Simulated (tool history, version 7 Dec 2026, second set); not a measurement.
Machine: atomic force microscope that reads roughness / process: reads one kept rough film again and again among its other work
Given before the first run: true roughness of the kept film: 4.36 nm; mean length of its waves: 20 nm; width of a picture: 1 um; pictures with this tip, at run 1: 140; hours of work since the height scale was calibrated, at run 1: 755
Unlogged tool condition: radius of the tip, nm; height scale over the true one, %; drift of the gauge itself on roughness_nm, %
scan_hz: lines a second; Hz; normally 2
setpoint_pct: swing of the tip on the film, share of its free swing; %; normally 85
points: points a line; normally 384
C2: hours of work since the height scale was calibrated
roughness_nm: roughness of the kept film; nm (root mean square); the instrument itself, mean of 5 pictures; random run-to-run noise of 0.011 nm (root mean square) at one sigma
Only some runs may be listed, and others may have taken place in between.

run 1 hour=0 | scan_hz=2 setpoint_pct=85 points=384 | pictures_with_this_tip=140 C2=755 | roughness_nm=2.029
run 2 hour=25.7 | scan_hz=2 setpoint_pct=85 points=384 | pictures_with_this_tip=178 C2=773 | roughness_nm=1.915
run 3 hour=54.3 | scan_hz=2 setpoint_pct=85 points=384 | pictures_with_this_tip=219 C2=793 | roughness_nm=1.792
run 4 hour=68.1 | scan_hz=2 setpoint_pct=85 points=384 | pictures_with_this_tip=239 C2=803 | roughness_nm=1.741
run 5 hour=95.2 | scan_hz=2 setpoint_pct=85 points=384 | pictures_with_this_tip=279 C2=822 | roughness_nm=1.638
run 6 hour=112.9 | scan_hz=1.42 setpoint_pct=85 points=384 | pictures_with_this_tip=304 C2=835 | roughness_nm=1.624
run 7 hour=128.1 | scan_hz=1.42 setpoint_pct=85 points=384 | pictures_with_this_tip=327 C2=846 | roughness_nm=1.582
-- hour=151.2 new tip fitted
run 8 hour=161 | scan_hz=2 setpoint_pct=56 points=384 | pictures_with_this_tip=15 C2=868 | roughness_nm=2.743
run 9 hour=174.7 | scan_hz=2 setpoint_pct=56 points=384 | pictures_with_this_tip=35 C2=878 | roughness_nm=2.645
run 10 hour=201.7 | scan_hz=2 setpoint_pct=56 points=384 | pictures_with_this_tip=74 C2=897 | roughness_nm=2.451
run 11 hour=217.1 | scan_hz=2 setpoint_pct=56 points=384 | pictures_with_this_tip=96 C2=908 | roughness_nm=2.364
run 12 hour=241.7 | scan_hz=2 setpoint_pct=56 points=384 | pictures_with_this_tip=132 C2=926 | roughness_nm=2.208
run 13 hour=270.4 | scan_hz=2 setpoint_pct=56 points=384 | pictures_with_this_tip=174 C2=946 | roughness_nm=2.063
run 14 hour=292.8 | scan_hz=2 setpoint_pct=85 points=977 | pictures_with_this_tip=206 C2=962 | roughness_nm=1.807
run 15 hour=324.7 | scan_hz=1.31 setpoint_pct=69 points=384 | pictures_with_this_tip=253 C2=984 | roughness_nm=1.794
run 16 hour=340.9 | scan_hz=0.77 setpoint_pct=61 points=950 | pictures_with_this_tip=276 C2=996 | roughness_nm=1.797
run 17 hour=365.7 | scan_hz=0.77 setpoint_pct=61 points=950 | pictures_with_this_tip=312 C2=1013 | roughness_nm=1.731
run 18 hour=392.1 | scan_hz=0.82 setpoint_pct=86 points=384 | pictures_with_this_tip=351 C2=1032 | roughness_nm=1.552
-- hour=398.6 new tip fitted
run 19 hour=406.3 | scan_hz=0.82 setpoint_pct=86 points=384 | pictures_with_this_tip=11 C2=1042 | roughness_nm=2.663
run 20 hour=419.9 | scan_hz=2 setpoint_pct=57 points=384 | pictures_with_this_tip=31 C2=1052 | roughness_nm=2.618
run 21 hour=437.5 | scan_hz=2 setpoint_pct=57 points=384 | pictures_with_this_tip=56 C2=1064 | roughness_nm=2.519
run 22 hour=467.5 | scan_hz=2 setpoint_pct=57 points=384 | pictures_with_this_tip=100 C2=1085 | roughness_nm=2.337
run 23 hour=484.2 | scan_hz=2 setpoint_pct=57 points=687 | pictures_with_this_tip=124 C2=1097 | roughness_nm=2.249
run 24 hour=514.3 | scan_hz=2 setpoint_pct=57 points=687 | pictures_with_this_tip=168 C2=1118 | roughness_nm=2.108
run 25 hour=544.5 | scan_hz=0.63 setpoint_pct=67 points=384 | pictures_with_this_tip=212 C2=1140 | roughness_nm=1.955
run 26 hour=571.5 | scan_hz=0.91 setpoint_pct=85 points=338 | pictures_with_this_tip=251 C2=1159 | roughness_nm=1.778

Predict the results of run 27:
run 27 hour=587.7 | scan_hz=0.91 setpoint_pct=85 points=338 | pictures_with_this_tip=275 C2=1170 | roughness_nm=?

{"run 27": {"roughness_nm": 1.728}}
If the tool had no hidden condition, the same run with the same run-to-run variation would have returned roughness_nm 2.839 nm (root mean square).
